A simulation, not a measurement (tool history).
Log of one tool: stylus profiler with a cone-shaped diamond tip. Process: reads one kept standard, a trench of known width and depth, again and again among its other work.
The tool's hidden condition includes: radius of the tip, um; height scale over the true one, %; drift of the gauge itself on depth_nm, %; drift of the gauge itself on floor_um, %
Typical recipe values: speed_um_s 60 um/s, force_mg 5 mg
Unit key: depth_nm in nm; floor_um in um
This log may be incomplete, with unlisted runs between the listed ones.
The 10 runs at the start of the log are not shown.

run,day,speed_um_s,force_mg,scans with this tip,hours of work since the height scale was calibrated,depth_nm,floor_um
11,41.483,196,5,2293,204,202.7,96.77
12,44.933,196,5,3006,267,202.66,96.72
13,47.842,196,1.8,3606,321,201.34,96.52
14,50.417,196,1.8,4138,368,201.31,96.45
15,54.767,196,1.8,5036,448,201.18,96.33
16,59.871,196,1.8,6090,542,201.2,96.3
17,62.479,196,1.8,6628,589,201.24,96.3
18,65.462,196,1.8,7244,644,201.11,96.26
19,69.862,32,6.05,8153,725,202.86,96.64
20,72.842,32,6.05,8768,780,202.96,96.55
21,76.617,32,6.05,9547,849,202.97,96.52
22,79.642,32,6.05,10171,905,202.88,96.5
23,84.825,37,2.78,11241,1000,201.52,96.38
24,89.067,42,4.88,12117,1078,202.39,96.42
25,91.475,60,2.47,12615,1122,201.32,96.26
26,95.858,60,2.47,13520,1202,201.3,96.23
27,99.258,198,11.29,14221,1265,204.42,96.13
28,103.246,66,3.23,15044,1338,201.66,96.17
29,105.992,35,10.59,15611,1388,204.17,96.25
30,110.621,35,10.59,16567,1473,204.11,96.16
31,114.821,70,10.91,17434,1551,204.2,96.12
32,118.808,82,10.91,18257,1624,204.15,96.01
# day 119.3: height scale calibrated on a step standard
33,122.121,32,2.31,18937,52,201.59,96.04
34,127.412,96,2.01,20029,149,201.39,95.77

Each row is a separate what-if for the run after 34, all from the same tool condition, not one after another. Results?
A,130.992,47,5,20768,215,?,?
B,130.992,26,1.84,20768,215,?,?
C,130.992,96,5.66,20768,215,?,?

run,depth_nm,floor_um
A,202.59,95.9
B,201.28,95.93
C,202.89,95.83
Had the tool no hidden state, the same runs would have come out as:
run,depth_nm,floor_um
A,202.77,97.12
B,201.45,97.15
C,203.07,97.04
